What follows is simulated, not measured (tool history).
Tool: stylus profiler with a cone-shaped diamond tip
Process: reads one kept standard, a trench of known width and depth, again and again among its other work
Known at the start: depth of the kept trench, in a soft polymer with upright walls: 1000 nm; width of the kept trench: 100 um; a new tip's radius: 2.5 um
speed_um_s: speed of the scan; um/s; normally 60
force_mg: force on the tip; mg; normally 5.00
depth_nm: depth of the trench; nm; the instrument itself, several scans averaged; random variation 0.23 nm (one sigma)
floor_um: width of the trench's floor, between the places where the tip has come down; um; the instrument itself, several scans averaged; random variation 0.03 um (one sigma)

run,hour,speed_um_s,force_mg,depth_nm,floor_um
1,0.0,60,5.00,1018.01,95.73
2,79.9,60,5.00,1017.73,95.77
3,195.3,60,5.00,1017.84,95.76
4,262.0,60,5.00,1017.92,95.79
5,329.7,60,5.00,1017.58,95.69
6,445.3,60,3.57,1013.83,95.66
7,557.4,38,5.00,1018.10,95.88
8,664.3,60,5.00,1017.79,95.79
9,774.6,60,5.00,1017.70,95.73
10,822.0,60,5.00,1017.79,95.74
11,903.5,60,5.00,1017.65,95.77
12,974.9,60,4.39,1016.15,95.74
13,1073.2,60,4.39,1016.12,95.80
14,1138.2,60,4.39,1016.23,95.73
15,1189.6,60,4.39,1016.44,95.76
16,1263.9,16,11.91,1031.85,95.97
17,1344.5,16,11.91,1031.84,95.90
18,1450.2,179,5.02,1017.50,95.32
19,1500.7,179,5.02,1018.03,95.32
20,1566.5,26,14.82,1037.01,95.93
21,1672.3,54,11.17,1030.20,95.87
22,1771.3,148,2.64,1012.07,95.20
# hour 1814.2: height scale calibrated on a step standard
23,1884.6,88,2.12,1010.32,95.53
24,1991.6,88,2.12,1009.49,95.52
25,2074.3,94,5.00,1018.02,95.63
26,2166.1,18,2.88,1012.04,95.92
27,2223.2,97,4.23,1016.04,95.59
28,2289.3,208,12.05,1032.09,95.51
29,2369.0,30,12.05,1031.83,95.90

Hidden state or all else? Some run-to-run changes of floor_um, split into what the settings, what came in and random variation would give without the hidden state, and what is left for the hidden state (with any gauge scatter that isn't in both results):
Hidden conditions of the tool in this case: radius of the tip, um; height scale over the true one, %; drift of the gauge itself on depth_nm, %; drift of the gauge itself on floor_um, %.
Run 12 -> 13: no setting touched and nothing written in the log between the runs. floor_um +0.06 um: hidden state -0.01, all else +0.07.
Run 14 -> 15: no setting touched and nothing written in the log between the runs. floor_um +0.03 um: hidden state +0.01, all else +0.02.
Run 19 -> 20: speed_um_s 179 -> 26, force_mg 5.02 -> 14.82. floor_um +0.61 um: hidden state +0.00, all else +0.61.
Run 21 -> 22: speed_um_s 54 -> 148, force_mg 11.17 -> 2.64. floor_um -0.67 um: hidden state -0.01, all else -0.66.
